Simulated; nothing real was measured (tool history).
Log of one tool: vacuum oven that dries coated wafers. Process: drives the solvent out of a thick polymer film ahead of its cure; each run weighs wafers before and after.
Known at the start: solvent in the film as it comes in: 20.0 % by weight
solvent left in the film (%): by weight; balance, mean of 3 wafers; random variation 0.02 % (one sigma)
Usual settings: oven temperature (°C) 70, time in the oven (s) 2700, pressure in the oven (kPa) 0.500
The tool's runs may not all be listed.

run,day,oven temperature (°C),time in the oven (s),pressure in the oven (kPa),solvent left in the film (%)
1,0.000,70,2700,0.500,1.20
2,2.912,70,2700,0.500,1.24
3,4.512,70,2700,0.500,1.23
4,6.046,70,2700,0.500,1.25
5,8.488,70,2700,0.500,1.24
6,11.142,70,2700,0.500,1.21
# day 12.196: oven's thermocouples calibrated
7,13.542,70,2700,0.500,0.96
8,15.854,70,2700,0.500,1.02
9,18.308,70,2700,0.500,1.01
10,20.583,70,2700,0.500,1.01
11,22.383,70,2700,0.500,1.05
12,23.946,70,2700,0.500,1.05
13,25.554,70,2700,0.500,1.01
14,26.954,82,2700,0.500,0.14
15,28.404,70,2700,0.500,1.01
16,30.646,70,2700,0.500,1.00
17,32.183,70,2700,1.193,1.26
18,33.742,70,2700,1.193,1.25
19,36.129,70,2700,0.628,1.12
20,38.317,70,2700,0.628,1.08
21,39.858,70,2700,0.500,1.06
22,42.067,70,2700,0.500,1.05
23,44.117,70,2700,0.500,1.09
24,46.471,70,2700,0.500,1.11
# day 47.433: vacuum gauge cleaned of residue and calibrated
25,48.188,70,3120,1.842,1.07
26,49.525,70,3120,1.842,1.04
27,51.617,62,1440,0.897,6.01
28,53.104,61,1800,0.897,5.05
29,55.525,61,1800,0.897,5.06
30,56.771,61,1800,0.897,5.03
31,58.446,61,1800,0.897,5.05
32,60.200,61,1860,0.356,4.73
33,61.692,62,3000,0.821,2.22
34,63.458,62,3000,0.821,2.20
35,66.254,58,3960,1.443,2.32
36,68.412,67,3480,0.655,0.91
37,69.817,67,3480,0.655,0.89
38,71.233,67,3480,1.558,1.22
39,72.750,79,2100,0.503,0.65
40,74.588,77,2100,1.016,0.98
41,77.412,69,1980,0.338,2.35
42,80.300,71,1380,0.500,3.70
43,81.612,55,1320,1.257,9.00
44,84.346,70,2700,1.806,1.51

Forecast run 45:
45,87.117,70,2700,1.806,?

{"run 45": {"solvent left in the film (%)": 1.5}}
Without the tool's hidden state the same run would have given solvent left in the film (%) 1.21.

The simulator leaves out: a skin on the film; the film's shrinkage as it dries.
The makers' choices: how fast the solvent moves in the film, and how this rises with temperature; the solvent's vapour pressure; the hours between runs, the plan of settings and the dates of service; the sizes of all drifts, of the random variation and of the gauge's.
